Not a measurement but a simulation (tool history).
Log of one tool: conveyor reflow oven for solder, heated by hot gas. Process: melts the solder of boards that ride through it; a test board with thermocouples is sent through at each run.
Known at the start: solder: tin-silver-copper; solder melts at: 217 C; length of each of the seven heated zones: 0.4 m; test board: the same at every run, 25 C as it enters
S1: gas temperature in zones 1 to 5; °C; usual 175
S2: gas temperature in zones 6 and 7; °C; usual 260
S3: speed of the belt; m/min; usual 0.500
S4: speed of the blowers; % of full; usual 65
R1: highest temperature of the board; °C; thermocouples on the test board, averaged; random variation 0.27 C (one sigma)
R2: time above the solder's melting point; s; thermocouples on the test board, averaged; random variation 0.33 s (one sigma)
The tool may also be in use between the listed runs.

{"run": 1, "hour": 0.0, "S1": 175, "S2": 260, "S3": 0.5, "S4": 65, "R1": 245.1, "R2": 66.1}
{"run": 2, "hour": 25.2, "S1": 175, "S2": 260, "S3": 0.5, "S4": 65, "R1": 244.8, "R2": 66.1}
{"run": 3, "hour": 60.2, "S1": 175, "S2": 260, "S3": 0.5, "S4": 56, "R1": 242.2, "R2": 61.2}
{"run": 4, "hour": 84.5, "S1": 175, "S2": 260, "S3": 0.5, "S4": 56, "R1": 242.4, "R2": 61.1}
{"run": 5, "hour": 107.7, "S1": 175, "S2": 260, "S3": 0.523, "S4": 56, "R1": 240.1, "R2": 55.5}
{"hour": 129.5, "done": "flux residue cleaned out of gas plates and filters"}
{"run": 6, "hour": 162.7, "S1": 175, "S2": 260, "S3": 0.523, "S4": 56, "R1": 240.6, "R2": 54.8}
{"run": 7, "hour": 209.7, "S1": 175, "S2": 260, "S3": 0.523, "S4": 56, "R1": 239.7, "R2": 55.0}
{"run": 8, "hour": 235.7, "S1": 175, "S2": 260, "S3": 0.523, "S4": 56, "R1": 239.7, "R2": 55.1}
{"run": 9, "hour": 280.2, "S1": 175, "S2": 260, "S3": 0.523, "S4": 56, "R1": 239.4, "R2": 54.8}
{"run": 10, "hour": 314.7, "S1": 175, "S2": 260, "S3": 0.523, "S4": 56, "R1": 239.2, "R2": 54.1}
{"run": 11, "hour": 342.0, "S1": 176, "S2": 260, "S3": 0.5, "S4": 65, "R1": 243.7, "R2": 65.0}
{"run": 12, "hour": 393.0, "S1": 175, "S2": 269, "S3": 0.5, "S4": 65, "R1": 250.9, "R2": 71.5}
{"hour": 402.7, "done": "flux residue cleaned out of gas plates and filters, once more"}
{"run": 13, "hour": 428.4, "S1": 175, "S2": 269, "S3": 0.5, "S4": 65, "R1": 252.5, "R2": 73.9}
{"run": 14, "hour": 477.3, "S1": 175, "S2": 269, "S3": 0.5, "S4": 65, "R1": 252.0, "R2": 73.9}
{"run": 15, "hour": 519.5, "S1": 175, "S2": 269, "S3": 0.5, "S4": 65, "R1": 252.7, "R2": 73.8}
{"run": 16, "hour": 569.6, "S1": 180, "S2": 251, "S3": 0.5, "S4": 73, "R1": 238.1, "R2": 63.3}
{"run": 17, "hour": 601.3, "S1": 175, "S2": 269, "S3": 0.5, "S4": 51, "R1": 246.9, "R2": 67.5}
{"run": 18, "hour": 625.0, "S1": 175, "S2": 269, "S3": 0.5, "S4": 51, "R1": 247.2, "R2": 67.4}
{"run": 19, "hour": 662.1, "S1": 175, "S2": 269, "S3": 0.5, "S4": 51, "R1": 247.2, "R2": 66.5}
{"run": 20, "hour": 693.9, "S1": 175, "S2": 269, "S3": 0.5, "S4": 76, "R1": 253.4, "R2": 76.2}
{"run": 21, "hour": 739.8, "S1": 175, "S2": 269, "S3": 0.5, "S4": 76, "R1": 253.3, "R2": 76.4}
{"hour": 752.9, "done": "flux residue cleaned out of gas plates and filters"}
{"run": 22, "hour": 784.4, "S1": 179, "S2": 265, "S3": 0.5, "S4": 67, "R1": 250.6, "R2": 75.0}
{"run": 23, "hour": 817.8, "S1": 162, "S2": 252, "S3": 0.403, "S4": 71, "R1": 241.8, "R2": 77.5}
{"run": 24, "hour": 867.0, "S1": 187, "S2": 275, "S3": 0.538, "S4": 79, "R1": 260.5, "R2": 80.8}
{"run": 25, "hour": 903.2, "S1": 162, "S2": 260, "S3": 0.462, "S4": 65, "R1": 244.5, "R2": 67.0}
{"run": 26, "hour": 935.6, "S1": 162, "S2": 260, "S3": 0.462, "S4": 65, "R1": 244.1, "R2": 67.4}
{"run": 27, "hour": 986.2, "S1": 162, "S2": 260, "S3": 0.462, "S4": 65, "R1": 244.0, "R2": 66.4}
{"run": 28, "hour": 1007.9, "S1": 162, "S2": 260, "S3": 0.462, "S4": 65, "R1": 243.6, "R2": 66.5}
{"run": 29, "hour": 1030.3, "S1": 173, "S2": 260, "S3": 0.5, "S4": 69, "R1": 244.5, "R2": 65.6}
{"run": 30, "hour": 1073.9, "S1": 175, "S2": 250, "S3": 0.528, "S4": 65, "R1": 233.9, "R2": 46.9}

Forecast each of these 4 alternatives for the next run:
{"hour": 1104.2, "done": "flux residue cleaned out of gas plates and filters"}
{"run": "A", "hour": 1110.7, "S1": 172, "S2": 266, "S3": 0.5, "S4": 53, "R1": "?", "R2": "?"}
{"hour": 1104.2, "done": "flux residue cleaned out of gas plates and filters"}
{"run": "B", "hour": 1110.7, "S1": 175, "S2": 263, "S3": 0.488, "S4": 65, "R1": "?", "R2": "?"}
{"hour": 1104.2, "done": "flux residue cleaned out of gas plates and filters"}
{"run": "C", "hour": 1110.7, "S1": 175, "S2": 258, "S3": 0.528, "S4": 65, "R1": "?", "R2": "?"}
{"hour": 1104.2, "done": "flux residue cleaned out of gas plates and filters"}
{"run": "D", "hour": 1110.7, "S1": 174, "S2": 250, "S3": 0.481, "S4": 65, "R1": "?", "R2": "?"}

run=A R1=245.4 R2=65.1
run=B R1=247.4 R2=72.3
run=C R1=241.3 R2=58.7
run=D R1=236.0 R2=59.3
Without the tool's hidden state the same runs would have given:
run=A R1=246.8 R2=64.6
run=B R1=249.0 R2=71.7
run=C R1=242.8 R2=58.7
run=D R1=237.7 R2=59.9
